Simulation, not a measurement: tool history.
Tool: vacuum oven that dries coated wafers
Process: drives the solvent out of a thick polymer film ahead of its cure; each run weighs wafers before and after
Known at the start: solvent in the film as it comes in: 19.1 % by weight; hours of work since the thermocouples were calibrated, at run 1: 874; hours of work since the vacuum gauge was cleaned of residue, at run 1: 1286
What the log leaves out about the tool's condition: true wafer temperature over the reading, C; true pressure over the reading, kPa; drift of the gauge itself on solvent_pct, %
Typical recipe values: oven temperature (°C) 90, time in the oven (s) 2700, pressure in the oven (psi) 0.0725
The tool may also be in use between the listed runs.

| run | hour | oven temperature (°C) | time in the oven (s) | pressure in the oven (psi) | hours of work since the thermocouples were calibrated | hours of work since the vacuum gauge was cleaned of residue | solvent left in the film (%) |
|---|---|---|---|---|---|---|---|
| 1 | 0 | 90 | 2700 | 0.0725 | 874 | 1286 | 1.9 |
|  | 25.6 | vacuum gauge cleaned of residue and calibrated |
| 2 | 33.8 | 90 | 2700 | 0.0725 | 894 | 5 | 1.74 |
| 3 | 72.2 | 90 | 2700 | 0.0725 | 918 | 29 | 1.8 |
| 4 | 114.6 | 90 | 2700 | 0.0725 | 945 | 56 | 1.73 |
| 5 | 151.5 | 90 | 2700 | 0.0725 | 968 | 79 | 1.73 |
| 6 | 176.8 | 90 | 2700 | 0.0725 | 984 | 95 | 1.7 |
| 7 | 235.7 | 79 | 2700 | 0.0725 | 1021 | 132 | 5.83 |
| 8 | 279.8 | 90 | 2700 | 0.0725 | 1049 | 160 | 1.73 |
| 9 | 319.9 | 90 | 2700 | 0.0725 | 1074 | 185 | 1.74 |
| 10 | 353 | 90 | 2700 | 0.0725 | 1095 | 206 | 1.7 |
| 11 | 399 | 90 | 1740 | 0.0725 | 1124 | 235 | 3.55 |
| 12 | 429.4 | 90 | 1740 | 0.0725 | 1144 | 254 | 3.5 |
| 13 | 456.7 | 90 | 1740 | 0.0725 | 1161 | 272 | 3.55 |
| 14 | 515.4 | 90 | 2700 | 0.0453 | 1198 | 309 | 1.54 |
| 15 | 557.9 | 90 | 2700 | 0.0453 | 1224 | 335 | 1.6 |
| 16 | 608 | 90 | 2700 | 0.0453 | 1256 | 367 | 1.57 |
| 17 | 666.4 | 77 | 2700 | 0.0725 | 1293 | 404 | 6.61 |
| 18 | 710.8 | 77 | 2700 | 0.0725 | 1321 | 432 | 6.7 |
| 19 | 753.3 | 77 | 2700 | 0.0725 | 1348 | 459 | 6.62 |
| 20 | 778 | 77 | 2700 | 0.0725 | 1363 | 474 | 6.58 |
| 21 | 807.9 | 90 | 2700 | 0.0725 | 1382 | 493 | 1.67 |
| 22 | 849 | 96 | 2700 | 0.0725 | 1408 | 519 | 0.65 |
| 23 | 891.3 | 96 | 2700 | 0.0725 | 1435 | 546 | 0.64 |
| 24 | 926.4 | 82 | 2520 | 0.178 | 1457 | 568 | 5.26 |
| 25 | 985.5 | 98 | 1620 | 0.1318 | 1494 | 605 | 1.58 |
| 26 | 1018.8 | 95 | 1860 | 0.2673 | 1515 | 626 | 2.37 |

What does the tool deliver on the next run?
| 27 | 1062 | 90 | 2640 | 0.0426 | 1542 | 653 | ? |

solvent left in the film (%): 1.59
If the tool had no hidden condition, the same run with the same run-to-run variation would have returned solvent left in the film (%) 1.97.
